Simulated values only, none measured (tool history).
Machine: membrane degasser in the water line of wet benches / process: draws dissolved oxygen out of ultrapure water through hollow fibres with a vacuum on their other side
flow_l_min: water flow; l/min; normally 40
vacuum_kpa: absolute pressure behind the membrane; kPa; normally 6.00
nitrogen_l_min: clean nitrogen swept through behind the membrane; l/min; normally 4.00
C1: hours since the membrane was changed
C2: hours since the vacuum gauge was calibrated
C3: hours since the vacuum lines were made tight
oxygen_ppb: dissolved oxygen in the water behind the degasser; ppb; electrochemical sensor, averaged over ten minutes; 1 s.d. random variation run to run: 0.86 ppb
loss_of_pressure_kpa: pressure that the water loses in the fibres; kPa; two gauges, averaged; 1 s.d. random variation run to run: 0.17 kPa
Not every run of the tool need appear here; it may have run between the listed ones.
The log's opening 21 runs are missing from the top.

Run 22, hour 903.2: usual settings but vacuum_kpa 6.26 kPa, nitrogen_l_min 7.38 l/min; C1 2091; C2 1245; C3 2987. Result: oxygen_ppb 54.7 ppb, loss_of_pressure_kpa 36.46 kPa.
Run 23, hour 933.1: usual settings but vacuum_kpa 5.83 kPa, nitrogen_l_min 5.30 l/min; C1 2121; C2 1275; C3 3017. Result: oxygen_ppb 61.2 ppb, loss_of_pressure_kpa 36.52 kPa.
Run 24, hour 960.4: usual settings but vacuum_kpa 5.83 kPa, nitrogen_l_min 7.69 l/min; C1 2149; C2 1302; C3 3045. Result: oxygen_ppb 47.8 ppb, loss_of_pressure_kpa 36.21 kPa.
At hour 972.2: seals of the vacuum lines changed.
Run 25, hour 1012.1: usual settings but vacuum_kpa 5.83 kPa, nitrogen_l_min 7.69 l/min; C1 2198; C2 1352; C3 40. Result: oxygen_ppb 47.6 ppb, loss_of_pressure_kpa 36.38 kPa.
Run 26, hour 1067.0: usual settings but flow_l_min 41 l/min, vacuum_kpa 4.92 kPa, nitrogen_l_min 6.22 l/min; C1 2253; C2 1407; C3 95. Result: oxygen_ppb 43.3 ppb, loss_of_pressure_kpa 37.41 kPa.
Run 27, hour 1114.6: usual settings but flow_l_min 41 l/min, vacuum_kpa 4.92 kPa, nitrogen_l_min 6.22 l/min; C1 2301; C2 1454; C3 142. Result: oxygen_ppb 44.3 ppb, loss_of_pressure_kpa 37.04 kPa.
Run 28, hour 1150.7: usual settings but flow_l_min 41 l/min, vacuum_kpa 4.92 kPa, nitrogen_l_min 6.22 l/min; C1 2337; C2 1491; C3 179. Result: oxygen_ppb 44.0 ppb, loss_of_pressure_kpa 37.54 kPa.
Run 29, hour 1211.0: usual settings but flow_l_min 33 l/min, vacuum_kpa 4.54 kPa, nitrogen_l_min 8.11 l/min; C1 2397; C2 1551; C3 239. Result: oxygen_ppb 17.9 ppb, loss_of_pressure_kpa 30.10 kPa.
Run 30, hour 1258.4: usual settings but flow_l_min 35 l/min, vacuum_kpa 12.07 kPa; C1 2445; C2 1598; C3 286. Result: oxygen_ppb 183.5 ppb, loss_of_pressure_kpa 31.81 kPa.
Run 31, hour 1308.7: usual settings but flow_l_min 30 l/min, vacuum_kpa 4.67 kPa; C1 2495; C2 1649; C3 336. Result: oxygen_ppb 29.2 ppb, loss_of_pressure_kpa 27.23 kPa.

Here are 3 independent what-if runs from the current tool condition. What would each one return?
Run A, hour 1335.2: usual settings but flow_l_min 42 l/min, vacuum_kpa 7.80 kPa, nitrogen_l_min 7.10 l/min; C1 2521; C2 1675; C3 363. Result: oxygen_ppb ?, loss_of_pressure_kpa ?.
Run B, hour 1335.2: usual settings but flow_l_min 26 l/min, vacuum_kpa 11.91 kPa, nitrogen_l_min 6.54 l/min; C1 2521; C2 1675; C3 363. Result: oxygen_ppb ?, loss_of_pressure_kpa ?.
Run C, hour 1335.2: usual settings but flow_l_min 56 l/min, vacuum_kpa 12.61 kPa, nitrogen_l_min 2.26 l/min; C1 2521; C2 1675; C3 363. Result: oxygen_ppb ?, loss_of_pressure_kpa ?.

run  oxygen_ppb  loss_of_pressure_kpa
  A        83.7                 38.36
  B        84.5                 23.85
  C       535.5                 50.59
Take away the tool's hidden state, keep each run's random variation, and the runs would have read:
run  oxygen_ppb  loss_of_pressure_kpa
  A        83.7                 38.35
  B        84.5                 23.85
  C       535.4                 50.58

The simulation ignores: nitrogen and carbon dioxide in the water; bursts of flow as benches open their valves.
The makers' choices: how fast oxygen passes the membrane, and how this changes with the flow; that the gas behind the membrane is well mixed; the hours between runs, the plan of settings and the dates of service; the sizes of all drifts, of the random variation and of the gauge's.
